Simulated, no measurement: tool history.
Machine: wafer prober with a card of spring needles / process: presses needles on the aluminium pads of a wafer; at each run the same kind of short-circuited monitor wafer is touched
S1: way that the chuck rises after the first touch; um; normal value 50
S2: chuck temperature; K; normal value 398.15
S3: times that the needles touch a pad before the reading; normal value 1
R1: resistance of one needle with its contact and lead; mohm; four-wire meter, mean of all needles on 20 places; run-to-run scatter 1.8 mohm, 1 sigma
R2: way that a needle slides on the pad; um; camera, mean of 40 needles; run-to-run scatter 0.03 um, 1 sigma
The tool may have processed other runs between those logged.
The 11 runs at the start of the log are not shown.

run   hour  S1      S2  S3   R1     R2
 12     87  50  398.15   1  302   8.04
      88.2  -- tips cleaned on abrasive film
 13   94.7  50  398.15   1  280   8.03
     101.7  -- tips cleaned on abrasive film
 14  104.4  50  398.15   1  247      8
 15  113.1  50  304.15   1  296   8.05
     114.7  -- tips cleaned on abrasive film
 16    118  50  398.15   3  206   8.03
 17  122.5  50  398.15   1  290   7.99
     128.2  -- tips cleaned on abrasive film
 18  132.5  56  371.15   2  219   8.96
     141.7  -- tips cleaned on abrasive film
 19  142.2  56  371.15   2  193   8.97
 20  147.2  38  363.15   1  341    6.1
 21    152  32  320.15   2  362   5.08
     154.8  -- tips cleaned on abrasive film
 22  161.5  50  347.15   1  277   7.99
 23  166.1  45  398.15   3  240   7.16
     168.5  -- tips cleaned on abrasive film
 24  176.3  55  331.15   1  262   8.83
     181.6  -- tips cleaned on abrasive film
 25  184.8  38  331.15   3  226   6.02
 26    192  31  301.15   2  386   4.88
     195.4  -- tips cleaned on abrasive film
 27  198.1  55  325.15   2  202   8.77
 28  204.3  55  325.15   2  234   8.79
     209.1  -- tips cleaned on abrasive film
 29  210.4  70  356.15   1  191  11.19
 30  216.3  53  398.15   2  244   8.48
     222.2  -- tips cleaned on abrasive film
 31  222.4  36  308.15   1  209   5.69
 32  227.7  65  398.15   1  234  10.39
 33  232.1  65  398.15   1  246   10.4
     235.7  -- tips cleaned on abrasive film
 34  239.5  65  398.15   1  223  10.34

Each row is a separate what-if for the run after 34, all from the same tool condition, not one after another. Results?
       249  -- tips cleaned on abrasive film
  A  249.9  69  306.15   1   ?   ?
       249  -- tips cleaned on abrasive film
  B  249.9  32  398.15   2   ?   ?
       249  -- tips cleaned on abrasive film
  C  249.9  56  302.15   2   ?   ?
       249  -- tips cleaned on abrasive film
  D  249.9  55  398.15   1   ?   ?

run   R1     R2
  A  172  11.01
  B  243      5
  C  178   8.89
  D  206   8.77
The same runs, with their run-to-run variation unchanged, on a tool lacking any hidden condition would have given:
run   R1     R2
  A  157  11.18
  B  208   5.17
  C  164   9.05
  D  186   8.94
